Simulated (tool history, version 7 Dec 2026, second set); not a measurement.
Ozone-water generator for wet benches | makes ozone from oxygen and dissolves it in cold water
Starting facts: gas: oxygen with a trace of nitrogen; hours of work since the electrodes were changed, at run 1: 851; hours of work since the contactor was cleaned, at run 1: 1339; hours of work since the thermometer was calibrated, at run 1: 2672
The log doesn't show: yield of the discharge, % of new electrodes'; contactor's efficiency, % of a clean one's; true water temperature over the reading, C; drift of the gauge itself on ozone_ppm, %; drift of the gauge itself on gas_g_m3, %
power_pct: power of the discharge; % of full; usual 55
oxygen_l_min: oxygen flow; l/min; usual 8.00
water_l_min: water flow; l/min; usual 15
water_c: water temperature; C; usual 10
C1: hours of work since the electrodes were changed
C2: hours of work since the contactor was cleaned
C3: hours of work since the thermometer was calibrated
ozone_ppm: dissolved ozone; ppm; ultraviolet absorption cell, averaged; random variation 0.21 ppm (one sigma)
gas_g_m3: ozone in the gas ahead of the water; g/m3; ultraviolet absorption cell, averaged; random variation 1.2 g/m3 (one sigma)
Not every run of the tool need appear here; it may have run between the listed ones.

{"run": 1, "hour": 0.0, "power_pct": 55, "oxygen_l_min": 8.0, "water_l_min": 15, "water_c": 10, "C1": 851, "C2": 1339, "C3": 2672, "ozone_ppm": 29.5, "gas_g_m3": 216.5}
{"run": 2, "hour": 22.5, "power_pct": 55, "oxygen_l_min": 8.0, "water_l_min": 15, "water_c": 10, "C1": 869, "C2": 1358, "C3": 2690, "ozone_ppm": 29.8, "gas_g_m3": 216.6}
{"run": 3, "hour": 62.4, "power_pct": 77, "oxygen_l_min": 8.0, "water_l_min": 15, "water_c": 10, "C1": 903, "C2": 1391, "C3": 2724, "ozone_ppm": 38.4, "gas_g_m3": 288.0}
{"run": 4, "hour": 80.9, "power_pct": 77, "oxygen_l_min": 8.0, "water_l_min": 15, "water_c": 10, "C1": 918, "C2": 1406, "C3": 2739, "ozone_ppm": 38.8, "gas_g_m3": 287.3}
{"run": 5, "hour": 115.1, "power_pct": 77, "oxygen_l_min": 8.0, "water_l_min": 15, "water_c": 10, "C1": 946, "C2": 1435, "C3": 2768, "ozone_ppm": 39.2, "gas_g_m3": 288.1}
{"run": 6, "hour": 145.3, "power_pct": 77, "oxygen_l_min": 8.0, "water_l_min": 15, "water_c": 10, "C1": 972, "C2": 1460, "C3": 2793, "ozone_ppm": 38.6, "gas_g_m3": 285.4}
{"run": 7, "hour": 182.5, "power_pct": 55, "oxygen_l_min": 8.0, "water_l_min": 22, "water_c": 10, "C1": 1002, "C2": 1491, "C3": 2824, "ozone_ppm": 21.8, "gas_g_m3": 214.8}
{"run": 8, "hour": 222.4, "power_pct": 55, "oxygen_l_min": 8.0, "water_l_min": 22, "water_c": 10, "C1": 1036, "C2": 1524, "C3": 2857, "ozone_ppm": 21.6, "gas_g_m3": 217.4}
{"run": 9, "hour": 241.6, "power_pct": 92, "oxygen_l_min": 8.0, "water_l_min": 22, "water_c": 10, "C1": 1052, "C2": 1540, "C3": 2873, "ozone_ppm": 33.2, "gas_g_m3": 329.3}
{"run": 10, "hour": 264.7, "power_pct": 92, "oxygen_l_min": 8.0, "water_l_min": 22, "water_c": 10, "C1": 1071, "C2": 1559, "C3": 2892, "ozone_ppm": 32.9, "gas_g_m3": 330.4}
{"run": 11, "hour": 286.4, "power_pct": 77, "oxygen_l_min": 8.0, "water_l_min": 15, "water_c": 10, "C1": 1089, "C2": 1577, "C3": 2910, "ozone_ppm": 39.2, "gas_g_m3": 285.1}
{"hour": 292.1, "done": "contactor cleaned"}
{"run": 12, "hour": 319.3, "power_pct": 77, "oxygen_l_min": 8.0, "water_l_min": 15, "water_c": 10, "C1": 1113, "C2": 23, "C3": 2934, "ozone_ppm": 37.7, "gas_g_m3": 284.8}
{"run": 13, "hour": 346.4, "power_pct": 55, "oxygen_l_min": 8.0, "water_l_min": 15, "water_c": 10, "C1": 1136, "C2": 45, "C3": 2957, "ozone_ppm": 29.1, "gas_g_m3": 217.7}
{"run": 14, "hour": 363.2, "power_pct": 55, "oxygen_l_min": 8.0, "water_l_min": 15, "water_c": 10, "C1": 1150, "C2": 59, "C3": 2971, "ozone_ppm": 28.8, "gas_g_m3": 216.5}
{"run": 15, "hour": 397.3, "power_pct": 55, "oxygen_l_min": 8.0, "water_l_min": 15, "water_c": 10, "C1": 1178, "C2": 88, "C3": 2999, "ozone_ppm": 29.1, "gas_g_m3": 217.1}
{"run": 16, "hour": 433.7, "power_pct": 55, "oxygen_l_min": 8.0, "water_l_min": 15, "water_c": 10, "C1": 1208, "C2": 118, "C3": 3029, "ozone_ppm": 28.9, "gas_g_m3": 216.0}
{"run": 17, "hour": 464.6, "power_pct": 55, "oxygen_l_min": 8.0, "water_l_min": 15, "water_c": 10, "C1": 1234, "C2": 144, "C3": 3055, "ozone_ppm": 29.1, "gas_g_m3": 216.1}
{"hour": 476.5, "done": "contactor cleaned, once more"}
{"run": 18, "hour": 489.0, "power_pct": 40, "oxygen_l_min": 8.61, "water_l_min": 15, "water_c": 10, "C1": 1251, "C2": 10, "C3": 3072, "ozone_ppm": 22.5, "gas_g_m3": 158.5}
{"run": 19, "hour": 514.9, "power_pct": 55, "oxygen_l_min": 10.27, "water_l_min": 12, "water_c": 9, "C1": 1273, "C2": 32, "C3": 3094, "ozone_ppm": 32.5, "gas_g_m3": 182.5}
{"run": 20, "hour": 554.3, "power_pct": 55, "oxygen_l_min": 10.27, "water_l_min": 12, "water_c": 9, "C1": 1305, "C2": 65, "C3": 3127, "ozone_ppm": 32.3, "gas_g_m3": 182.8}
{"run": 21, "hour": 589.1, "power_pct": 55, "oxygen_l_min": 10.27, "water_l_min": 13, "water_c": 9, "C1": 1334, "C2": 94, "C3": 3156, "ozone_ppm": 31.4, "gas_g_m3": 183.1}
{"run": 22, "hour": 624.6, "power_pct": 55, "oxygen_l_min": 10.27, "water_l_min": 13, "water_c": 9, "C1": 1364, "C2": 123, "C3": 3185, "ozone_ppm": 31.0, "gas_g_m3": 180.7}
{"run": 23, "hour": 649.6, "power_pct": 42, "oxygen_l_min": 8.0, "water_l_min": 15, "water_c": 10, "C1": 1385, "C2": 144, "C3": 3206, "ozone_ppm": 24.1, "gas_g_m3": 172.3}
{"run": 24, "hour": 683.9, "power_pct": 42, "oxygen_l_min": 8.0, "water_l_min": 15, "water_c": 10, "C1": 1413, "C2": 173, "C3": 3234, "ozone_ppm": 23.8, "gas_g_m3": 171.1}
{"run": 25, "hour": 712.6, "power_pct": 94, "oxygen_l_min": 4.69, "water_l_min": 11, "water_c": 14, "C1": 1437, "C2": 197, "C3": 3258, "ozone_ppm": 59.8, "gas_g_m3": 479.0}
{"run": 26, "hour": 749.6, "power_pct": 94, "oxygen_l_min": 4.69, "water_l_min": 11, "water_c": 14, "C1": 1468, "C2": 227, "C3": 3289, "ozone_ppm": 60.1, "gas_g_m3": 480.6}
{"run": 27, "hour": 781.4, "power_pct": 91, "oxygen_l_min": 6.01, "water_l_min": 11, "water_c": 14, "C1": 1494, "C2": 254, "C3": 3316, "ozone_ppm": 55.2, "gas_g_m3": 393.4}
{"run": 28, "hour": 813.8, "power_pct": 91, "oxygen_l_min": 6.01, "water_l_min": 11, "water_c": 14, "C1": 1521, "C2": 281, "C3": 3343, "ozone_ppm": 55.0, "gas_g_m3": 395.2}
{"run": 29, "hour": 842.5, "power_pct": 71, "oxygen_l_min": 7.81, "water_l_min": 11, "water_c": 14, "C1": 1545, "C2": 305, "C3": 3367, "ozone_ppm": 41.5, "gas_g_m3": 267.3}
{"run": 30, "hour": 859.4, "power_pct": 71, "oxygen_l_min": 7.81, "water_l_min": 11, "water_c": 14, "C1": 1559, "C2": 319, "C3": 3381, "ozone_ppm": 41.5, "gas_g_m3": 271.7}
{"run": 31, "hour": 887.1, "power_pct": 71, "oxygen_l_min": 7.81, "water_l_min": 19, "water_c": 14, "C1": 1582, "C2": 342, "C3": 3404, "ozone_ppm": 28.5, "gas_g_m3": 270.1}
{"run": 32, "hour": 909.0, "power_pct": 55, "oxygen_l_min": 8.25, "water_l_min": 15, "water_c": 10, "C1": 1601, "C2": 360, "C3": 3422, "ozone_ppm": 29.7, "gas_g_m3": 211.0}
{"run": 33, "hour": 946.8, "power_pct": 58, "oxygen_l_min": 8.64, "water_l_min": 15, "water_c": 17, "C1": 1632, "C2": 392, "C3": 3453, "ozone_ppm": 26.0, "gas_g_m3": 214.3}
{"run": 34, "hour": 982.5, "power_pct": 55, "oxygen_l_min": 6.49, "water_l_min": 11, "water_c": 11, "C1": 1662, "C2": 421, "C3": 3483, "ozone_ppm": 37.8, "gas_g_m3": 247.8}

Below, each run's measurement less what the same run would have read without the hidden state. Both values contain the same run-to-run variation, but the gauge's scatter may not be the same in both:
run=1 ozone_ppm=-1.1 gas_g_m3=-3.4
run=2 ozone_ppm=-1.1 gas_g_m3=-3.4
run=3 ozone_ppm=-1.7 gas_g_m3=-6.3
run=4 ozone_ppm=-1.8 gas_g_m3=-6.4
run=5 ozone_ppm=-1.7 gas_g_m3=-6.6
run=6 ozone_ppm=-1.8 gas_g_m3=-6.6
run=7 ozone_ppm=-1.0 gas_g_m3=-3.7
run=8 ozone_ppm=-0.9 gas_g_m3=-3.9
run=9 ozone_ppm=-1.8 gas_g_m3=-9.2
run=10 ozone_ppm=-1.7 gas_g_m3=-9.3
run=11 ozone_ppm=-1.9 gas_g_m3=-7.2
run=12 ozone_ppm=-2.3 gas_g_m3=-7.3
run=13 ozone_ppm=-1.5 gas_g_m3=-4.2
run=14 ozone_ppm=-1.5 gas_g_m3=-4.2
run=15 ozone_ppm=-1.5 gas_g_m3=-4.3
run=16 ozone_ppm=-1.5 gas_g_m3=-4.4
run=17 ozone_ppm=-1.5 gas_g_m3=-4.4
run=18 ozone_ppm=-0.5 gas_g_m3=-2.2
run=19 ozone_ppm=-0.9 gas_g_m3=-3.8
run=20 ozone_ppm=-1.0 gas_g_m3=-3.8
run=21 ozone_ppm=-1.0 gas_g_m3=-4.0
run=22 ozone_ppm=-1.0 gas_g_m3=-3.9
run=23 ozone_ppm=-0.7 gas_g_m3=-2.8
run=24 ozone_ppm=-0.6 gas_g_m3=-2.8
run=25 ozone_ppm=-2.8 gas_g_m3=-17.1
run=26 ozone_ppm=-2.8 gas_g_m3=-17.5
run=27 ozone_ppm=-2.6 gas_g_m3=-14.2
run=28 ozone_ppm=-2.7 gas_g_m3=-14.4
run=29 ozone_ppm=-1.8 gas_g_m3=-8.3
run=30 ozone_ppm=-1.8 gas_g_m3=-8.4
run=31 ozone_ppm=-1.2 gas_g_m3=-8.5
run=32 ozone_ppm=-1.1 gas_g_m3=-5.3
run=33 ozone_ppm=-1.0 gas_g_m3=-5.7
run=34 ozone_ppm=-1.4 gas_g_m3=-6.4
